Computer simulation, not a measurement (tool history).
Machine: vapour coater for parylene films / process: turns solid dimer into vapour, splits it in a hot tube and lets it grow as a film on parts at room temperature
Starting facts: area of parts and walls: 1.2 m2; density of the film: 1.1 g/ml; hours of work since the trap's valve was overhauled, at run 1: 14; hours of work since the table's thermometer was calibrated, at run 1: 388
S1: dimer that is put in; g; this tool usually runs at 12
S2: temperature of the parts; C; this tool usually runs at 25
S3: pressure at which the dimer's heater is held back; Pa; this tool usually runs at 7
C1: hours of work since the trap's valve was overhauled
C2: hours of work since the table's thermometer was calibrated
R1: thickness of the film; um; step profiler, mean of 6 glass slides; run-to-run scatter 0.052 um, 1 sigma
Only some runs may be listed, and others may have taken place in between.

run	day	S1	S2	S3	C1	C2	R1
1	0	12	25	7	14	388	5.69
2	1.054	12	25	7	29	403	5.7
3	1.775	12	25	7	39	414	5.53
4	2.838	12	25	7	55	429	5.62
5	3.362	12	25	7	63	437	5.57
6	4.271	12	25	7	76	450	5.54
7	5.125	7	25	7	88	463	3.21
8	5.829	12	25	7	98	473	5.36
9	6.396	12	25	7	107	481	5.37
10	7.371	12	25	7	121	495	5.35
11	8.35	12	26	7	135	509	5.1
12	9.212	12	26	7	148	522	5.07
13	10.304	12	26	7	163	538	5
14	11.083	12	26	7	175	549	5.01
15	12.046	12	25	7	189	563	5.24
16	12.842	7	25	7	200	575	3.03
17	13.446	7	25	7	209	583	3.05
18	14.167	7	25	7	220	594	2.97

Run 19 has not been measured yet. What should we expect?
19	15.133	12	26	5.75	234	608	?

R1: 5.05 um
Without the tool's hidden state the same run would have given R1 5.88 um.
